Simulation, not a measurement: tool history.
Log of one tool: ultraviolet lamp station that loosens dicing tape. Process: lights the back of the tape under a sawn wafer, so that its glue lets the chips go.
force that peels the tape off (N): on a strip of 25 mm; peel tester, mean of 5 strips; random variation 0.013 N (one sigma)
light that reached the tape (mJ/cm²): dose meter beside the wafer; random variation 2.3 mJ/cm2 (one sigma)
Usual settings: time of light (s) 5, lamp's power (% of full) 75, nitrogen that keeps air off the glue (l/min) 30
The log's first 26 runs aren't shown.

run	hour	time of light (s)	lamp's power (% of full)	nitrogen that keeps air off the glue (l/min)	hours of work of the lamp	hours of work since the window was cleaned	force that peels the tape off (N)	light that reached the tape (mJ/cm²)
27	1481.6	5	60	12	994	228	2.374	139
28	1517.7	5	60	12	1014	247	2.349	136
29	1559.6	3	70	28	1037	270	2.819	94
30	1619.8	3	88	31	1069	303	1.925	116
31	1662.4	5	69	37	1092	326	1.147	149
32	1703.9	5	61	37	1115	348	1.596	134
33	1756.7	5	61	37	1143	377	1.567	132
34	1800.2	5	61	37	1167	400	1.589	127
35	1881.2	3	61	37	1211	444	3.077	75
36	1949.8	10	61	16	1248	481	0.755	243
37	2005.9	3	93	44	1278	511	1.882	111
# hour 2011: lamp changed
38	2046.6	3	64	18	19	533	2.664	107
39	2085.1	3	75	17	40	554	2.288	123
40	2137	3	67	40	68	582	1.986	108
41	2189.1	3	67	40	96	610	2.055	111
# hour 2199.2: window cleaned of glue's vapour
42	2265.8	4	82	10	138	36	1.546	194

4 ways to go on from here, each from the tool as it stands after run 42. What would each give?
A	2310	7	83	23	161	60	?	?
B	2310	9	62	10	161	60	?	?
C	2310	4	75	13	161	60	?	?
D	2310	3	64	29	161	60	?	?

run	force that peels the tape off (N)	light that reached the tape (mJ/cm²)
A	0.338	335
B	0.569	327
C	1.516	178
D	2.159	118
Without the tool's hidden state the same runs would have given:
run	force that peels the tape off (N)	light that reached the tape (mJ/cm²)
A	0.31	354
B	0.508	345
C	1.386	188
D	2	124
